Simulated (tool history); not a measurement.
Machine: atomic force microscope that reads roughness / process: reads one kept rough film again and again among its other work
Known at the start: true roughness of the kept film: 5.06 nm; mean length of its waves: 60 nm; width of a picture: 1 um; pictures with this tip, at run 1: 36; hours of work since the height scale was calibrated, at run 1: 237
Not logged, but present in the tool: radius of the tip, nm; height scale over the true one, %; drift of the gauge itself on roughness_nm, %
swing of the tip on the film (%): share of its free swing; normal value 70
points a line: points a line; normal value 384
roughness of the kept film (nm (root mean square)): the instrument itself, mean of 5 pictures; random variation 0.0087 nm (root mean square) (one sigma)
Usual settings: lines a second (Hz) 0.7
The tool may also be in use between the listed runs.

run,day,lines a second (Hz),swing of the tip on the film (%),points a line,pictures with this tip,hours of work since the height scale was calibrated,roughness of the kept film (nm (root mean square))
1,0,0.7,70,384,36,237,4.825
2,0.4,0.7,70,813,45,242,4.855
3,0.767,1.839,70,384,53,246,4.717
4,1.212,1.839,70,384,63,251,4.725
5,1.733,0.7,70,384,74,258,4.845
6,2.317,0.7,70,656,87,265,4.843
7,2.804,0.7,70,656,97,270,4.854
8,3.175,0.7,70,656,105,275,4.848
9,3.662,0.7,70,656,116,281,4.841
10,4.304,0.7,70,384,130,289,4.839
11,4.842,0.7,70,384,141,295,4.837
12,5.579,0.7,70,384,157,304,4.841
13,6.042,0.7,70,384,167,309,4.841
14,6.367,0.7,70,384,174,313,4.825
15,6.688,0.7,70,384,181,317,4.852
16,7.292,0.7,59,384,195,324,4.868
17,7.6,0.7,82,384,201,328,4.768
18,8.254,0.7,70,384,215,336,4.827
19,8.583,0.7,70,494,223,340,4.823
20,9.238,0.7,70,417,237,348,4.848
21,9.608,0.7,70,417,245,352,4.845
22,9.908,0.7,70,417,251,356,4.84
23,10.45,0.7,70,417,263,362,4.823
24,11.012,0.7,70,417,275,369,4.84
25,11.5,0.7,60,384,286,375,4.877
26,11.825,0.7,70,384,293,379,4.824
27,12.288,0.964,70,384,303,385,4.809
28,12.967,0.964,70,384,318,393,4.819
29,13.692,3.013,66,384,333,401,4.657
# day 14.125: new tip fitted
30,14.25,3.013,66,384,3,408,4.659
31,14.925,2.369,60,738,18,416,4.774
32,15.488,2.63,77,637,30,423,4.535
33,15.908,2.63,77,637,39,428,4.526
34,16.292,2.63,77,637,47,432,4.521
35,16.896,1.09,62,695,60,440,4.853
36,17.458,0.712,80,338,73,446,4.784
37,18.058,0.693,85,783,86,454,4.748
38,18.546,0.693,85,783,96,460,4.764
39,19.067,0.735,72,315,108,466,4.827
40,19.608,0.735,72,265,119,472,4.803
41,20.05,0.7,60,384,129,478,4.856
42,20.538,0.528,70,446,140,484,4.844
43,21.238,0.57,58,314,155,492,4.884
44,21.821,1.113,61,581,167,499,4.847
45,22.508,1.113,70,581,182,507,4.804
46,22.896,0.799,81,586,191,512,4.759
47,23.258,3.308,58,384,199,516,4.74
48,23.675,3.145,63,535,208,521,4.705
49,24.35,0.7,70,563,222,529,4.845
50,24.896,1.218,71,551,234,536,4.792
51,25.625,0.7,70,411,250,545,4.822
52,26.083,1.099,67,384,260,550,4.798
53,26.825,1.099,67,384,276,559,4.81

Forecast each of these 4 alternatives for the next run:
A,27.4,1.099,82,506,288,566,?
B,27.4,1.309,70,540,288,566,?
C,27.4,1.258,68,495,288,566,?
D,27.4,0.7,61,384,288,566,?

run,roughness of the kept film (nm (root mean square))
A,4.699
B,4.77
C,4.795
D,4.873
With the hidden condition removed and each run's random variation left untouched, the same runs would have given:
run,roughness of the kept film (nm (root mean square))
A,4.704
B,4.775
C,4.8
D,4.878
